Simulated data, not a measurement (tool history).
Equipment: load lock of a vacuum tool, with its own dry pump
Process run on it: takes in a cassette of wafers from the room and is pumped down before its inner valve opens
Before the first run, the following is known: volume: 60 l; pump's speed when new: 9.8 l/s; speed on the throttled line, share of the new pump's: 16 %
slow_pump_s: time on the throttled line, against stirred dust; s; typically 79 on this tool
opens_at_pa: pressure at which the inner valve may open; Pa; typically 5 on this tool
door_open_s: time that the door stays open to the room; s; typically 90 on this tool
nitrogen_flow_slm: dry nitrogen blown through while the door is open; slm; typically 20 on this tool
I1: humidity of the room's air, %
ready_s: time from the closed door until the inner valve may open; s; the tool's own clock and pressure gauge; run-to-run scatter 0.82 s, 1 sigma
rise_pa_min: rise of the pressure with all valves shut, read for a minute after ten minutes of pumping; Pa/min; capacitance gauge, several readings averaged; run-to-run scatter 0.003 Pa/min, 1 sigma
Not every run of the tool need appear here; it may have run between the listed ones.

{"run": 1, "hour": 0.0, "slow_pump_s": 79, "opens_at_pa": 5, "door_open_s": 90, "nitrogen_flow_slm": 20, "I1": 44.8, "ready_s": 131, "rise_pa_min": 0.313}
{"run": 2, "hour": 222.4, "slow_pump_s": 79, "opens_at_pa": 5, "door_open_s": 90, "nitrogen_flow_slm": 20, "I1": 44, "ready_s": 133.5, "rise_pa_min": 0.325}
{"run": 3, "hour": 413.0, "slow_pump_s": 79, "opens_at_pa": 5, "door_open_s": 90, "nitrogen_flow_slm": 20, "I1": 44.5, "ready_s": 133.3, "rise_pa_min": 0.337}
{"run": 4, "hour": 542.2, "slow_pump_s": 79, "opens_at_pa": 5, "door_open_s": 90, "nitrogen_flow_slm": 20, "I1": 46, "ready_s": 132.8, "rise_pa_min": 0.338}
{"run": 5, "hour": 752.9, "slow_pump_s": 79, "opens_at_pa": 5, "door_open_s": 90, "nitrogen_flow_slm": 20, "I1": 45.7, "ready_s": 133, "rise_pa_min": 0.352}
{"run": 6, "hour": 914.4, "slow_pump_s": 79, "opens_at_pa": 5, "door_open_s": 73, "nitrogen_flow_slm": 20, "I1": 44.9, "ready_s": 133, "rise_pa_min": 0.362}
{"run": 7, "hour": 1084.6, "slow_pump_s": 79, "opens_at_pa": 6, "door_open_s": 90, "nitrogen_flow_slm": 20, "I1": 47.9, "ready_s": 130.6, "rise_pa_min": 0.391}
{"run": 8, "hour": 1289.6, "slow_pump_s": 79, "opens_at_pa": 6, "door_open_s": 90, "nitrogen_flow_slm": 20, "I1": 44.4, "ready_s": 133.6, "rise_pa_min": 0.393}
{"run": 9, "hour": 1446.4, "slow_pump_s": 59, "opens_at_pa": 4, "door_open_s": 91, "nitrogen_flow_slm": 24, "I1": 44.9, "ready_s": 120.5, "rise_pa_min": 0.397}
{"run": 10, "hour": 1583.9, "slow_pump_s": 59, "opens_at_pa": 4, "door_open_s": 91, "nitrogen_flow_slm": 24, "I1": 48, "ready_s": 121.1, "rise_pa_min": 0.399}
{"run": 11, "hour": 1753.9, "slow_pump_s": 57, "opens_at_pa": 4, "door_open_s": 91, "nitrogen_flow_slm": 24, "I1": 44.7, "ready_s": 119.4, "rise_pa_min": 0.402}
{"run": 12, "hour": 1904.9, "slow_pump_s": 57, "opens_at_pa": 4, "door_open_s": 91, "nitrogen_flow_slm": 24, "I1": 46.2, "ready_s": 121.2, "rise_pa_min": 0.423}
{"run": 13, "hour": 2090.4, "slow_pump_s": 57, "opens_at_pa": 4, "door_open_s": 91, "nitrogen_flow_slm": 24, "I1": 43.2, "ready_s": 119.7, "rise_pa_min": 0.435}
{"run": 14, "hour": 2210.7, "slow_pump_s": 123, "opens_at_pa": 4, "door_open_s": 47, "nitrogen_flow_slm": 27, "I1": 45.2, "ready_s": 174.4, "rise_pa_min": 0.433}
{"run": 15, "hour": 2417.3, "slow_pump_s": 123, "opens_at_pa": 5, "door_open_s": 77, "nitrogen_flow_slm": 27, "I1": 47.9, "ready_s": 173.5, "rise_pa_min": 0.459}
{"run": 16, "hour": 2556.8, "slow_pump_s": 123, "opens_at_pa": 10, "door_open_s": 119, "nitrogen_flow_slm": 24, "I1": 47.5, "ready_s": 168.1, "rise_pa_min": 0.468}

A few steps of ready_s between consecutive runs. Split each: what settings, incoming material and random variation would produce without the hidden state, and what is left over for the hidden state, along with gauge scatter present in only one of the two compared results (measured, and without hidden state):
What the log doesn't record here: pump's speed, % of a new pump's; leak at the door's seal, Pa l/s; drift of the gauge itself on ready_s, %; drift of the gauge itself on rise_pa_min, %.
Run 13 -> 14: slow_pump_s 57 -> 123, door_open_s 91 -> 47, nitrogen_flow_slm 24 -> 27. ready_s +54.7 s: hidden state -1.6, all else +56.3.
